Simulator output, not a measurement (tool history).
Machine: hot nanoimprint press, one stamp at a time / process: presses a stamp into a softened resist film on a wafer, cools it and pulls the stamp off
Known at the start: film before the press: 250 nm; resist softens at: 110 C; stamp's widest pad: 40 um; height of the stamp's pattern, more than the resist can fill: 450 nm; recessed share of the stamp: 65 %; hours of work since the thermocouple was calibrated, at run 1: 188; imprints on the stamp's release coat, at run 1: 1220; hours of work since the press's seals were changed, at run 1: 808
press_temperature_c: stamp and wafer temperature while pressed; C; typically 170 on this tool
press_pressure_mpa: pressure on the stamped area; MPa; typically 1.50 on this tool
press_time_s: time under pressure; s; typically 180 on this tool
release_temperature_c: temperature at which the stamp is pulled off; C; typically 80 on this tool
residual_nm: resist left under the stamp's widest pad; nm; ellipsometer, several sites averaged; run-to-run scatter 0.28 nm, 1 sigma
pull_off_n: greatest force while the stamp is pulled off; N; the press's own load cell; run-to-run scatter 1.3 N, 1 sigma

run	day	press_temperature_c	press_pressure_mpa	press_time_s	release_temperature_c	hours of work since the thermocouple was calibrated	imprints on the stamp's release coat	hours of work since the press's seals were changed	residual_nm	pull_off_n
1	0.000	170	1.50	180	80	188	1220	808	91.3	235
# day 1.621: stamp cleaned and given a new release coat
2	1.654	170	1.50	180	80	213	4	833	91.8	216
3	2.871	170	1.50	180	80	235	147	856	91.0	218
4	3.654	170	1.50	180	80	249	239	870	90.6	219
5	4.708	170	1.50	180	80	269	363	889	90.4	219
6	5.958	170	1.50	180	80	291	511	911	90.2	222
# day 6.721: plate thermocouple calibrated
7	7.475	170	2.10	180	80	14	675	937	82.5	230
8	8.050	170	2.10	180	80	24	743	947	82.6	233
9	8.825	170	2.10	180	67	38	834	961	82.4	283
10	9.771	170	2.10	180	67	55	945	978	81.7	287
11	10.854	170	2.10	180	67	75	1073	998	81.9	289
12	11.967	170	2.10	180	67	95	1204	1018	82.2	292
13	13.208	170	2.10	180	67	118	1350	1041	81.6	293
# day 13.704: stamp cleaned and given a new release coat
14	14.754	170	2.10	180	76	141	124	1064	81.0	235
15	15.725	170	2.10	180	76	159	238	1082	81.3	238
16	16.696	160	1.67	124	81	176	353	1099	148.9	218
17	17.529	160	1.67	124	81	191	451	1114	148.3	221
18	18.838	174	1.67	124	80	215	605	1138	89.3	228
19	19.588	170	1.50	194	74	229	693	1152	89.8	251
20	20.671	174	2.05	180	80	248	821	1171	69.8	229
21	21.283	180	1.50	110	80	259	893	1182	80.5	230
22	21.967	166	1.50	180	87	272	974	1195	106.7	202
23	22.617	173	1.50	180	75	283	1050	1206	82.4	251
24	23.196	170	0.96	268	65	294	1118	1217	94.8	294
# day 23.721: press's hydraulic seals changed and the load cell set to zero
# day 24.167: plate thermocouple calibrated
25	24.492	170	0.96	268	65	6	1217	12	96.5	302
26	25.217	170	1.50	180	71	19	1302	25	92.4	279
# day 26.046: stamp cleaned and given a new release coat
27	26.046	158	1.50	180	80	30	0	35	145.1	217
28	27.346	158	1.49	153	83	53	154	59	153.2	210
29	28.092	158	1.09	153	74	67	241	72	169.7	246

Forecast each of these 3 alternatives for the next run:
A	28.958	158	1.35	123	74	82	344	88	?	?
B	28.958	158	1.37	345	74	82	344	88	?	?
C	28.958	158	1.52	153	78	82	344	88	?	?

run	residual_nm	pull_off_n
A	167.8	247
B	119.6	250
C	151.8	230
With no hidden state in the tool, these same runs would have given:
run	residual_nm	pull_off_n
A	169.7	243
B	121.5	246
C	153.7	226
